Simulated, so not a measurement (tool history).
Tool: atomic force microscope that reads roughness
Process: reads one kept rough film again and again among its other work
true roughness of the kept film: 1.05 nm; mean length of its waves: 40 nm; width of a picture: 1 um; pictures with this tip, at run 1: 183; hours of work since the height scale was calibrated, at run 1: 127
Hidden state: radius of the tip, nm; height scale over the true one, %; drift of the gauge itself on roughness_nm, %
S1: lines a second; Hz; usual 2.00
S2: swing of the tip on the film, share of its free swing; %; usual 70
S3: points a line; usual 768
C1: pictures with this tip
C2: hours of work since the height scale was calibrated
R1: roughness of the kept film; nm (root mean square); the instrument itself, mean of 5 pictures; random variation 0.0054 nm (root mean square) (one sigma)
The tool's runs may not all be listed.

run,hour,S1,S2,S3,C1,C2,R1
1,0.0,2.00,70,768,183,127,0.913
2,16.4,2.00,70,768,221,139,0.906
3,30.1,2.00,70,768,252,148,0.924
4,46.0,2.00,71,768,289,159,0.908
# hour 52.3: new tip fitted
5,68.5,2.00,70,768,37,175,0.919
6,80.7,2.00,70,768,65,183,0.912
7,99.0,2.00,80,768,108,196,0.849
8,116.2,2.00,70,768,148,208,0.914
9,136.4,2.00,70,768,194,222,0.922
10,151.0,2.00,70,768,228,233,0.923
11,169.1,2.00,70,768,270,245,0.910
# hour 183.9: new tip fitted
12,187.9,2.00,73,768,9,258,0.892
13,204.6,2.00,70,444,48,270,0.916
14,214.6,2.00,70,444,71,277,0.912
15,231.2,2.00,70,744,110,288,0.912
16,250.2,2.00,70,768,154,302,0.913
17,260.6,2.00,70,768,178,309,0.920
18,279.7,2.00,70,768,222,322,0.913
19,300.5,2.41,70,768,270,337,0.899
# hour 316.1: new tip fitted
20,316.1,2.41,70,768,0,348,0.894
21,333.3,0.82,57,413,40,360,1.001
22,355.3,2.47,57,383,91,375,0.959
23,366.1,0.60,82,383,116,383,0.966
24,380.6,3.81,72,627,150,393,0.806
25,396.2,0.73,78,334,186,404,0.948
26,409.5,0.73,78,334,217,413,0.948
27,431.5,1.26,67,388,268,428,0.957
# hour 448.4: new tip fitted
28,451.1,3.70,65,560,6,442,0.883
29,464.7,3.70,65,560,37,451,0.879
30,478.2,0.78,70,637,69,461,0.967
31,498.3,0.78,70,637,115,475,0.988
32,515.3,2.00,75,768,154,487,0.888
33,537.0,2.00,70,728,205,502,0.921
34,548.5,2.00,70,728,231,510,0.912
35,566.5,1.81,70,768,273,523,0.918
# hour 580.5: new tip fitted
36,580.7,2.00,70,402,1,532,0.911
37,589.9,2.00,83,334,22,539,0.822
38,605.5,1.04,70,489,58,549,0.966
39,627.1,1.04,70,489,108,565,0.955
40,647.7,2.00,75,768,156,579,0.882

Hidden state at the last listed run before each entry between runs and at the first one after, where it differs:
Between runs 4 and 5: new tip fitted (hour 52.3)
  radius of the tip, nm: 8.1 -> 7.1
Between runs 11 and 12: new tip fitted (hour 183.9)
  radius of the tip, nm: 8 -> 7
Between runs 19 and 20: new tip fitted (hour 316.1)
  radius of the tip, nm: 8 -> 7
Between runs 27 and 28: new tip fitted (hour 448.4)
  radius of the tip, nm: 8 -> 7
Between runs 35 and 36: new tip fitted (hour 580.5)
  radius of the tip, nm: 8 -> 7; height scale over the true one, %: -0.02 -> -0.03

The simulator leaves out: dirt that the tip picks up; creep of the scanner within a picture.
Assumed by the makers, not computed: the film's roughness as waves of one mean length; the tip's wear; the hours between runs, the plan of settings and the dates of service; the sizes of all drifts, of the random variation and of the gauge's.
